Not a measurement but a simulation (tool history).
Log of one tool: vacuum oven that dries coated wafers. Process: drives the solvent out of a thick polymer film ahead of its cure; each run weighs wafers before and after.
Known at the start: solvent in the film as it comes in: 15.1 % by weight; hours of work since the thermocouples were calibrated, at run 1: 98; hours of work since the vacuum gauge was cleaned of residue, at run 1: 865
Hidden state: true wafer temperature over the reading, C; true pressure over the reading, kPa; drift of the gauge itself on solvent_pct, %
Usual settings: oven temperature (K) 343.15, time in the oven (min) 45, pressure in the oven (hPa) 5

| run | hour | oven temperature (K) | time in the oven (min) | pressure in the oven (hPa) | hours of work since the thermocouples were calibrated | hours of work since the vacuum gauge was cleaned of residue | solvent left in the film (%) |
|---|---|---|---|---|---|---|---|
| 1 | 0 | 343.15 | 45 | 5 | 98 | 865 | 2.48 |
| 2 | 23.9 | 343.15 | 45 | 3.7 | 115 | 882 | 2.31 |
| 3 | 51.9 | 348.15 | 45 | 5 | 135 | 902 | 1.36 |
| 4 | 71.2 | 357.15 | 45 | 5 | 149 | 916 | 0.48 |
| 5 | 86.7 | 357.15 | 45 | 5 | 160 | 927 | 0.42 |
| 6 | 103.9 | 343.15 | 26 | 5 | 172 | 939 | 4.72 |
| 7 | 127.2 | 343.15 | 45 | 4.41 | 189 | 956 | 2.5 |
| 8 | 151.4 | 343.15 | 45 | 5 | 206 | 973 | 2.5 |
| 9 | 169.4 | 343.15 | 45 | 5 | 219 | 986 | 2.6 |
| 10 | 190.8 | 343.15 | 45 | 5 | 234 | 1002 | 2.54 |
| 11 | 207 | 343.15 | 45 | 5 | 246 | 1013 | 2.65 |
| 12 | 238.9 | 343.15 | 45 | 5 | 269 | 1036 | 2.5 |
| 13 | 269 | 352.15 | 45 | 5 | 290 | 1058 | 0.9 |
| 14 | 295.6 | 343.15 | 45 | 5 | 309 | 1077 | 2.56 |
| 15 | 309 | 343.15 | 45 | 5 | 319 | 1086 | 2.64 |
| 16 | 331.1 | 343.15 | 45 | 5 | 335 | 1102 | 2.57 |
| 17 | 347.2 | 343.15 | 45 | 5 | 346 | 1114 | 2.62 |
| 18 | 360.4 | 343.15 | 45 | 5 | 356 | 1123 | 2.68 |
| 19 | 374 | 343.15 | 45 | 5 | 365 | 1133 | 2.57 |
| 20 | 401.1 | 331.15 | 45 | 5 | 385 | 1152 | 7.19 |
| 21 | 417.8 | 331.15 | 45 | 5 | 397 | 1164 | 7.33 |
| 22 | 445.8 | 343.15 | 41 | 5 | 417 | 1184 | 2.97 |
| 23 | 464.7 | 343.15 | 45 | 2.95 | 431 | 1198 | 2.53 |
| 24 | 483.4 | 343.15 | 45 | 2.95 | 444 | 1211 | 2.6 |
| 25 | 508.1 | 343.15 | 45 | 2.95 | 462 | 1229 | 2.6 |
| 26 | 535.3 | 343.15 | 45 | 4.67 | 481 | 1248 | 2.79 |
| 27 | 548.6 | 336.15 | 31 | 4.24 | 491 | 1258 | 6.71 |
| 28 | 564.9 | 336.15 | 31 | 4.24 | 502 | 1270 | 6.67 |
| 29 | 594.7 | 336.15 | 31 | 4.24 | 524 | 1291 | 6.64 |
| 30 | 626.3 | 338.15 | 36 | 5 | 546 | 1314 | 5.47 |
| 31 | 641.6 | 338.15 | 74 | 5 | 557 | 1325 | 2.69 |
| 32 | 668.4 | 338.15 | 74 | 5 | 576 | 1344 | 2.78 |
| 33 | 689.6 | 338.15 | 74 | 5 | 592 | 1359 | 2.59 |
| 34 | 719 | 345.15 | 42 | 5.54 | 613 | 1380 | 2.49 |
| 35 | 751.2 | 331.15 | 26 | 7.76 | 636 | 1403 | 9.33 |
| 36 | 771.3 | 331.15 | 26 | 7.76 | 650 | 1418 | 9.37 |
| 37 | 791.8 | 333.15 | 78 | 18.12 | 665 | 1432 | 5.96 |
| 38 | 822.6 | 349.15 | 66 | 18.42 | 687 | 1454 | 2.05 |
| 39 | 839.7 | 349.15 | 54 | 16.09 | 699 | 1467 | 1.91 |
| 40 | 871.2 | 343.15 | 34 | 16.71 | 722 | 1489 | 4.85 |
| 41 | 886.3 | 343.15 | 71 | 8.29 | 733 | 1500 | 2.03 |
| 42 | 918.4 | 343.15 | 71 | 8.29 | 756 | 1523 | 1.92 |
| 43 | 940.3 | 343.15 | 71 | 8.29 | 771 | 1539 | 1.96 |
|  | 950.9 | oven's thermocouples calibrated |
| 44 | 974.3 | 343.15 | 49 | 9.74 | 17 | 1562 | 2.79 |
| 45 | 993.6 | 343.15 | 45 | 19.07 | 31 | 1575 | 3.85 |
| 46 | 1008.8 | 343.15 | 24 | 5 | 41 | 1586 | 5.18 |

3 ways to go on from here, each from the tool as it stands after run 46. What would each give?
| A | 1022.9 | 343.15 | 72 | 5 | 52 | 1596 | ? |
| B | 1022.9 | 347.15 | 75 | 5.61 | 52 | 1596 | ? |
| C | 1022.9 | 343.15 | 25 | 6.01 | 52 | 1596 | ? |

| run | solvent left in the film (%) |
|---|---|
| A | 1.49 |
| B | 1.01 |
| C | 4.99 |
Without the tool's hidden state the same runs would have given:
| run | solvent left in the film (%) |
|---|---|
| A | 0.99 |
| B | 0.61 |
| C | 4.52 |
